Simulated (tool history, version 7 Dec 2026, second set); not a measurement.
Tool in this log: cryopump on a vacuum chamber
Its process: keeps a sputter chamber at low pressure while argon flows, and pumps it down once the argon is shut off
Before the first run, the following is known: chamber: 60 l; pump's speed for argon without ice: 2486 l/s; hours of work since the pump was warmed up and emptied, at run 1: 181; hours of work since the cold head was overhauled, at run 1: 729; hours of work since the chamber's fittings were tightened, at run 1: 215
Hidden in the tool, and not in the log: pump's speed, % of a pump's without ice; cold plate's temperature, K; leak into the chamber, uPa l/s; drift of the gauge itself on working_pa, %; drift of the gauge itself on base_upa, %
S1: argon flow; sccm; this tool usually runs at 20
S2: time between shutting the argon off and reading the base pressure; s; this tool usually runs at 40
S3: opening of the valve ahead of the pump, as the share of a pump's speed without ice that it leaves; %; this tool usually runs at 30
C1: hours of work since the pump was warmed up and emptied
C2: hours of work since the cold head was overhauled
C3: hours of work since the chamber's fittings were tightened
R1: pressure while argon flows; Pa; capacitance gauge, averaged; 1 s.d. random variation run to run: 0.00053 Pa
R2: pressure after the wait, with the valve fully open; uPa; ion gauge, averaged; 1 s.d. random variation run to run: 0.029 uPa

run 1 day=0 | S1=20 S2=40 S3=30 | C1=181 C2=729 C3=215 | R1=0.047 R2=1.53
run 2 day=0.871 | S1=20 S2=40 S3=30 | C1=195 C2=743 C3=229 | R1=0.0463 R2=1.57
run 3 day=2.55 | S1=20 S2=40 S3=30 | C1=223 C2=771 C3=257 | R1=0.0472 R2=1.51
run 4 day=4.454 | S1=20 S2=40 S3=30 | C1=254 C2=802 C3=288 | R1=0.0484 R2=1.6
run 5 day=5.671 | S1=20 S2=40 S3=30 | C1=274 C2=822 C3=308 | R1=0.0487 R2=1.61
run 6 day=7.062 | S1=20 S2=40 S3=30 | C1=298 C2=845 C3=331 | R1=0.0463 R2=1.6
run 7 day=8.867 | S1=20 S2=40 S3=30 | C1=327 C2=875 C3=361 | R1=0.0488 R2=1.62
run 8 day=10.25 | S1=20 S2=40 S3=26 | C1=350 C2=898 C3=384 | R1=0.0551 R2=1.67
run 9 day=11.358 | S1=20 S2=40 S3=29 | C1=368 C2=916 C3=402 | R1=0.05 R2=1.62
run 10 day=13.046 | S1=20 S2=40 S3=30 | C1=396 C2=944 C3=430 | R1=0.0488 R2=1.66
run 11 day=14.05 | S1=20 S2=40 S3=30 | C1=413 C2=961 C3=447 | R1=0.0492 R2=1.68
run 12 day=15.425 | S1=20 S2=40 S3=30 | C1=436 C2=983 C3=469 | R1=0.0497 R2=1.69
run 13 day=16.512 | S1=20 S2=40 S3=30 | C1=454 C2=1001 C3=487 | R1=0.0498 R2=1.69
run 14 day=17.571 | S1=20 S2=40 S3=30 | C1=471 C2=1019 C3=505 | R1=0.0492 R2=1.75
run 15 day=19.267 | S1=20 S2=40 S3=30 | C1=499 C2=1047 C3=533 | R1=0.0498 R2=1.74
run 16 day=20.542 | S1=20 S2=40 S3=30 | C1=520 C2=1068 C3=554 | R1=0.0495 R2=1.86
run 17 day=21.712 | S1=35 S2=40 S3=34 | C1=539 C2=1087 C3=573 | R1=0.0789 R2=1.8
-- day=22.212 pump warmed up, emptied and cooled again
run 18 day=23.642 | S1=35 S2=91 S3=16 | C1=24 C2=1116 C3=602 | R1=0.1504 R2=0.98
run 19 day=25.267 | S1=35 S2=91 S3=16 | C1=50 C2=1142 C3=628 | R1=0.1501 R2=0.98
run 20 day=26.683 | S1=14 S2=25 S3=30 | C1=74 C2=1166 C3=652 | R1=0.0319 R2=2.49
run 21 day=28.558 | S1=22 S2=54 S3=34 | C1=105 C2=1197 C3=683 | R1=0.0457 R2=1.39
run 22 day=29.729 | S1=10 S2=21 S3=34 | C1=124 C2=1216 C3=702 | R1=0.0203 R2=2.93
run 23 day=31.496 | S1=35 S2=222 S3=42 | C1=153 C2=1245 C3=731 | R1=0.0593 R2=0.72
run 24 day=32.371 | S1=35 S2=222 S3=42 | C1=168 C2=1260 C3=746 | R1=0.0589 R2=0.71
run 25 day=33.558 | S1=20 S2=26 S3=19 | C1=187 C2=1279 C3=765 | R1=0.0733 R2=2.49
run 26 day=35.483 | S1=20 S2=26 S3=19 | C1=219 C2=1311 C3=797 | R1=0.0736 R2=2.46
run 27 day=36.962 | S1=27 S2=86 S3=23 | C1=244 C2=1335 C3=821 | R1=0.0835 R2=1.15
run 28 day=38.879 | S1=24 S2=26 S3=40 | C1=275 C2=1367 C3=853 | R1=0.0438 R2=2.53
run 29 day=40.408 | S1=24 S2=26 S3=42 | C1=300 C2=1392 C3=878 | R1=0.042 R2=2.52
run 30 day=42.067 | S1=24 S2=26 S3=42 | C1=328 C2=1420 C3=906 | R1=0.0421 R2=2.51
run 31 day=43.204 | S1=14 S2=31 S3=30 | C1=347 C2=1439 C3=925 | R1=0.0344 R2=2.35
run 32 day=44.608 | S1=14 S2=31 S3=30 | C1=370 C2=1462 C3=948 | R1=0.0341 R2=2.33

For each entry between runs, how does the tool's hidden state at the last listed run before it compare with that at the first listed run after it?
Logged between run 17 and run 18: pump warmed up, emptied and cooled again (day 22.212)
  pump's speed, % of a pump's without ice: 72.6 -> 98.5; leak into the chamber, uPa l/s: 961 -> 989
  measured minus no-state result, R1: +0.0091 -> +0.0005 Pa; R2: +0.41 -> +0.29 uPa
